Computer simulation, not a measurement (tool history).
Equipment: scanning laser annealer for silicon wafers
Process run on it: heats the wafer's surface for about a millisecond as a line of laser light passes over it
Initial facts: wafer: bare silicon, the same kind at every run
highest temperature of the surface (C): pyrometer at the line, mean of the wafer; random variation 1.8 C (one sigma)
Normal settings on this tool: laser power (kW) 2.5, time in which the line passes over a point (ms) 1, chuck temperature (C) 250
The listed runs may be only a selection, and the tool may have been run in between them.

run    hour  laser power (kW)  time in which the line passes over a point (ms)  chuck temperature (C)  highest temperature of the surface (C)
  1       0               2.5                                                1                    250                                    1046
  2    38.8               2.5                                                1                    250                                    1040
  3    70.4               2.5                                                1                    250                                    1041
  4   104.7               2.5                                                1                    236                                    1026
  5   141.4               2.5                                                1                    236                                    1027
  6   173.2             2.356                                                1                    250                                     983
  7   217.4             2.356                                                1                    250                                     983
  8   247.8             2.356                                                1                    250                                     984
      265.8  -- window over the wafer cleaned
  9     297               2.5                                             0.85                    250                                     983
 10   342.7               2.5                                                1                    257                                    1050
 11     371               2.5                                                1                    257                                    1050
 12   401.8               2.5                                                1                    257                                    1049
 13   423.3               2.5                                                1                    257                                    1050
 14   447.9               2.5                                                1                    257                                    1049
 15   489.8               2.5                                                1                    250                                    1042
 16   541.5               2.5                                                1                    250                                    1040
 17   580.7               2.5                                                1                    250                                    1042
 18   612.6               2.5                                                1                    250                                    1040
 19   652.2               2.5                                                1                    250                                    1045
 20     703               2.5                                                1                    250                                    1043
 21   750.8               2.5                                                1                    250                                    1041
 22   772.3             2.318                                             0.92                    278                                     970
 23   808.6             2.318                                             0.92                    278                                     971
 24   850.1               2.5                                             0.99                    240                                    1029
 25     901             2.204                                             1.24                    252                                    1003
 26   931.4             2.594                                                1                    257                                    1085
 27   978.8              2.42                                             1.19                    251                                    1080
 28  1031.1              2.42                                             1.19                    251                                    1083
 29  1074.1             2.254                                             0.84                    276                                     914
 30  1109.9             2.428                                             1.07                    276                                    1064

For run 31, what comes out?
 31  1151.6             2.428                                             1.07                    276                                       ?

{"run 31": {"highest temperature of the surface (C)": 1066}}
Had the tool carried no hidden state, the very same run would have given highest temperature of the surface (C) 1067.
